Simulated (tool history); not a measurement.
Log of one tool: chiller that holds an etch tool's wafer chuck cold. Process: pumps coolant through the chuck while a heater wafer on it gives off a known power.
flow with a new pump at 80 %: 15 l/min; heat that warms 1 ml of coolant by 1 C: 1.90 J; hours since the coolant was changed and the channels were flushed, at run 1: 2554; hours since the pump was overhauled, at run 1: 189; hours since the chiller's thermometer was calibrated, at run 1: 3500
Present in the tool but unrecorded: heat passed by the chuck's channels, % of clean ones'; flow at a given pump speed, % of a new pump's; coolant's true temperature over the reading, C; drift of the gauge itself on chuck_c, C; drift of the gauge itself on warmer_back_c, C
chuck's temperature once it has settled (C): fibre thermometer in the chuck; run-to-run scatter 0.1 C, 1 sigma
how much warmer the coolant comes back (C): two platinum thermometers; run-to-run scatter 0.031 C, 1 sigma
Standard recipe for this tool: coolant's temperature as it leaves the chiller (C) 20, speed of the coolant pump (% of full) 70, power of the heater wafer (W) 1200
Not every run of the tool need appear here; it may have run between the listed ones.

run	hour	coolant's temperature as it leaves the chiller (C)	speed of the coolant pump (% of full)	power of the heater wafer (W)	hours since the coolant was changed and the channels were flushed	hours since the pump was overhauled	hours since the chiller's thermometer was calibrated	chuck's temperature once it has settled (C)	how much warmer the coolant comes back (C)
1	0.0	20	70	1200	2554	189	3500	30.3	2.96
2	160.4	20	84	1200	2715	350	3661	28.9	2.40
3	261.9	20	97	1200	2816	451	3762	28.0	2.10
4	408.3	20	97	1200	2963	598	3909	28.0	2.06
# hour 428.1: chiller's thermometer calibrated
5	571.0	20	97	1200	3124	759	143	27.6	2.14
6	659.2	20	70	1200	3213	847	231	30.1	3.00
7	808.7	20	78	1200	3362	997	381	29.4	2.65
8	949.8	20	78	1200	3503	1138	522	29.4	2.70
9	1038.6	20	78	1200	3592	1227	611	29.3	2.69
10	1134.0	20	78	1200	3687	1322	706	29.4	2.71
11	1300.8	20	78	1200	3854	1489	873	29.7	2.70
12	1416.5	20	73	1200	3970	1605	988	30.2	2.93
13	1494.1	24	73	1200	4047	1682	1066	34.2	2.96
14	1571.7	22	70	1200	4125	1760	1144	32.9	3.06
15	1697.9	22	70	1200	4251	1886	1270	33.0	3.03
16	1862.8	22	70	1200	4416	2051	1435	33.0	3.13
17	2021.0	22	70	1200	4574	2209	1593	33.0	3.15
18	2174.8	20	65	1665	4728	2363	1747	36.4	4.71
19	2257.3	20	89	1200	4811	2446	1829	29.2	2.43
# hour 2406.5: coolant changed, channels flushed
20	2413.5	20	64	1200	7	2596	1979	30.7	3.47
21	2494.7	20	78	1200	88	2677	2061	29.1	2.80
22	2617.5	20	78	1200	211	2800	2183	29.0	2.88
23	2739.8	29	78	644	333	2922	2306	34.3	1.55
24	2881.7	30	95	1714	475	3064	2448	41.1	3.35
25	2977.6	30	95	1714	571	3160	2544	41.0	3.34
26	3154.4	20	60	747	748	3337	2720	27.8	2.36
27	3242.0	22	63	1200	836	3424	2808	33.4	3.58
28	3365.0	20	97	932	959	3547	2931	26.4	1.81
29	3472.3	20	97	932	1066	3655	3038	26.4	1.82
30	3617.9	14	63	1200	1211	3800	3184	25.7	3.70
31	3770.7	20	99	831	1364	3953	3337	25.8	1.54
32	3893.8	23	83	1093	1487	4076	3460	31.7	2.52

Below are 4 alternative next runs, each starting from the tool's condition after run 32. Predict each:
A	3975.0	23	65	1218	1568	4157	3541	?	?
B	3975.0	20	63	699	1568	4157	3541	?	?
C	3975.0	20	70	704	1568	4157	3541	?	?
D	3975.0	16	73	963	1568	4157	3541	?	?

run	chuck's temperature once it has settled (C)	how much warmer the coolant comes back (C)
A	34.8	3.64
B	27.2	2.14
C	26.7	1.94
D	24.7	2.51
Stripped of hidden state, with their random variation kept, the same runs would have yielded:
run	chuck's temperature once it has settled (C)	how much warmer the coolant comes back (C)
A	32.4	3.21
B	25.5	1.88
C	25.0	1.71
D	22.7	2.21

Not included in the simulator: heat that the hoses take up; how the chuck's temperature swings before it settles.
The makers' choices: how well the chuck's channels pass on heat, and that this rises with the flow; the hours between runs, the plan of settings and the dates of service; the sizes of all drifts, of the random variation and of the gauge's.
